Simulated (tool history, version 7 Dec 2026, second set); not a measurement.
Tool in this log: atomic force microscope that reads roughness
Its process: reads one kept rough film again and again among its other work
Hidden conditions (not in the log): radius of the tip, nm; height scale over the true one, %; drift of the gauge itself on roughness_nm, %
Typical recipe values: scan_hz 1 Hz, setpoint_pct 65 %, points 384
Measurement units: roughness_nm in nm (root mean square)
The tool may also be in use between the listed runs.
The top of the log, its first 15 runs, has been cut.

run,hour,scan_hz,setpoint_pct,points,pictures with this tip,hours of work since the height scale was calibrated,roughness_nm
# hour 699.5: height scale calibrated on a step standard
16,730.7,1,72,384,136,20,4.149
17,799.4,1,72,395,252,65,4.073
18,838.1,1,72,395,318,91,4.041
# hour 845.9: height scale calibrated on a step standard, once more
# hour 874.6: new tip fitted
19,894.3,1,72,395,33,31,4.191
20,951.6,1.83,65,309,130,69,4.058
21,997.1,0.75,74,395,207,99,4.081
22,1058.8,0.53,71,871,311,139,4.098
# hour 1097.5: new tip fitted
23,1102.3,0.53,60,829,8,167,4.421
24,1137.8,0.57,67,452,68,190,4.319
25,1200.1,3.24,67,452,173,231,3.757
26,1244.1,3.24,67,452,247,260,3.706
27,1292.2,3.24,67,452,328,291,3.664
# hour 1319.2: new tip fitted
28,1356.8,2.78,65,384,64,333,3.988
29,1400.7,2.78,65,384,138,362,3.926
30,1461.7,2.11,65,384,241,402,3.925

Each row is a separate what-if for the run after 30, all from the same tool condition, not one after another. Results?
A,1500.4,3.19,65,667,306,427,?
B,1500.4,0.83,84,500,306,427,?
C,1500.4,2.11,73,531,306,427,?

run,roughness_nm
A,3.722
B,3.868
C,3.722
Had the tool no hidden state, the same runs would have come out as:
run,roughness_nm
A,3.97
B,4.126
C,3.971
